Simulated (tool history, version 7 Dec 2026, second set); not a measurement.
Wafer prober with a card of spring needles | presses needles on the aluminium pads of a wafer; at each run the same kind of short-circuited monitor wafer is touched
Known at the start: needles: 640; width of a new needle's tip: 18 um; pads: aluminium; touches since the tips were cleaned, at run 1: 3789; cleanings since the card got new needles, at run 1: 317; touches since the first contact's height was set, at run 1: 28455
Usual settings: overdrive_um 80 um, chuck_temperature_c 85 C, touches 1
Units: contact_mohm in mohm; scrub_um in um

run,hour,overdrive_um,chuck_temperature_c,touches,touches since the tips were cleaned,cleanings since the card got new needles,touches since the first contact's height was set,contact_mohm,scrub_um
1,0,80,85,1,3789,317,28455,196,17.33
# hour 2.2: tips cleaned on abrasive film
# hour 10.6: tips cleaned on abrasive film
# hour 19: tips cleaned on abrasive film
# hour 29.5: tips cleaned on abrasive film
# hour 37.9: tips cleaned on abrasive film
# hour 46.3: tips cleaned on abrasive film
2,54,80,29,1,3832,323,54897,191,17.25
# hour 56.2: tips cleaned on abrasive film
# hour 64.6: tips cleaned on abrasive film
# hour 73: tips cleaned on abrasive film
# hour 81.4: tips cleaned on abrasive film
# hour 89.8: tips cleaned on abrasive film
# hour 98.2: tips cleaned on abrasive film
3,106.4,80,29,1,4055,329,80535,188,17.23
# hour 108.6: tips cleaned on abrasive film
# hour 117: tips cleaned on abrasive film
# hour 127.5: tips cleaned on abrasive film
# hour 127.8: height of the first contact set anew
# hour 136.2: tips cleaned on abrasive film
# hour 146.7: tips cleaned on abrasive film
# hour 157.1: tips cleaned on abrasive film
# hour 165.5: tips cleaned on abrasive film
4,170.8,80,85,1,2626,336,21126,192,17.31
# hour 175.1: tips cleaned on abrasive film
# hour 183.5: tips cleaned on abrasive film
# hour 191.9: tips cleaned on abrasive film
# hour 200.3: tips cleaned on abrasive film
# hour 208.7: tips cleaned on abrasive film
# hour 219.2: tips cleaned on abrasive film
# hour 229.7: tips cleaned on abrasive film
5,235,80,57,1,2648,343,52552,189,17.24
# hour 239.3: tips cleaned on abrasive film
# hour 247.7: tips cleaned on abrasive film
# hour 256.1: tips cleaned on abrasive film
# hour 264.5: tips cleaned on abrasive film
# hour 272.9: tips cleaned on abrasive film
# hour 283.4: tips cleaned on abrasive film
# hour 291.8: tips cleaned on abrasive film
# hour 300.2: tips cleaned on abrasive film
# hour 308.6: tips cleaned on abrasive film
6,308.7,80,57,1,43,352,88567,147,17.13
# hour 313.1: height of the first contact set anew
# hour 317.4: tips cleaned on abrasive film
# hour 325.8: tips cleaned on abrasive film
# hour 336.3: tips cleaned on abrasive film
# hour 344.7: tips cleaned on abrasive film
# hour 353.1: tips cleaned on abrasive film
# hour 361.5: tips cleaned on abrasive film
# hour 369.9: tips cleaned on abrasive film
7,374.4,80,57,1,2232,359,29982,183,17.32
# hour 378.6: tips cleaned on abrasive film
# hour 387: tips cleaned on abrasive film
# hour 395.4: tips cleaned on abrasive film
# hour 403.9: tips cleaned on abrasive film
# hour 412.3: tips cleaned on abrasive film
8,416.1,80,57,1,1883,364,50364,179,17.23
# hour 422.4: tips cleaned on abrasive film
# hour 430.8: tips cleaned on abrasive film
# hour 439.2: tips cleaned on abrasive film
# hour 449.7: tips cleaned on abrasive film
# hour 460.2: tips cleaned on abrasive film
# hour 470.6: tips cleaned on abrasive film
# hour 479: tips cleaned on abrasive film
# hour 487.4: tips cleaned on abrasive film
9,491.3,80,57,1,1890,372,87198,188,17.19
# hour 497.6: tips cleaned on abrasive film
# hour 500: height of the first contact set anew
# hour 506.3: tips cleaned on abrasive film
# hour 514.7: tips cleaned on abrasive film
# hour 523.1: tips cleaned on abrasive film
# hour 531.5: tips cleaned on abrasive film
# hour 539.9: tips cleaned on abrasive film
# hour 550.4: tips cleaned on abrasive film
# hour 558.8: tips cleaned on abrasive film
10,561,80,28,1,1072,380,29850,169,17.33
# hour 567.3: tips cleaned on abrasive film
# hour 575.7: tips cleaned on abrasive film
# hour 584.1: tips cleaned on abrasive film
# hour 594.6: tips cleaned on abrasive film
# hour 603: tips cleaned on abrasive film
# hour 613.5: tips cleaned on abrasive film
11,619.5,80,48,1,3009,386,58550,195,17.24

Forecast each of these 4 alternatives for the next run:
# hour 623.8: tips cleaned on abrasive film
# hour 632.2: tips cleaned on abrasive film
# hour 640.6: tips cleaned on abrasive film
# hour 649: tips cleaned on abrasive film
# hour 657.4: tips cleaned on abrasive film
# hour 669.4: card fitted with new needles
# hour 677.8: tips cleaned on abrasive film
# hour 686.2: tips cleaned on abrasive film
# hour 694.6: tips cleaned on abrasive film
A,700.9,80,85,1,3125,3,15458,?,?
# hour 623.8: tips cleaned on abrasive film
# hour 632.2: tips cleaned on abrasive film
# hour 640.6: tips cleaned on abrasive film
# hour 649: tips cleaned on abrasive film
# hour 657.4: tips cleaned on abrasive film
# hour 669.4: card fitted with new needles
# hour 677.8: tips cleaned on abrasive film
# hour 686.2: tips cleaned on abrasive film
# hour 694.6: tips cleaned on abrasive film
B,700.9,77,85,3,3125,3,15458,?,?
# hour 623.8: tips cleaned on abrasive film
# hour 632.2: tips cleaned on abrasive film
# hour 640.6: tips cleaned on abrasive film
# hour 649: tips cleaned on abrasive film
# hour 657.4: tips cleaned on abrasive film
# hour 669.4: card fitted with new needles
# hour 677.8: tips cleaned on abrasive film
# hour 686.2: tips cleaned on abrasive film
# hour 694.6: tips cleaned on abrasive film
C,700.9,62,48,2,3125,3,15458,?,?
# hour 623.8: tips cleaned on abrasive film
# hour 632.2: tips cleaned on abrasive film
# hour 640.6: tips cleaned on abrasive film
# hour 649: tips cleaned on abrasive film
# hour 657.4: tips cleaned on abrasive film
# hour 669.4: card fitted with new needles
# hour 677.8: tips cleaned on abrasive film
# hour 686.2: tips cleaned on abrasive film
# hour 694.6: tips cleaned on abrasive film
D,700.9,74,44,1,3125,3,15458,?,?

run,contact_mohm,scrub_um
A,172,17.35
B,156,16.71
C,170,13.46
D,175,16.05
Without the tool's hidden state the same runs would have given:
run,contact_mohm,scrub_um
A,142,17.39
B,144,16.75
C,140,13.5
D,137,16.08
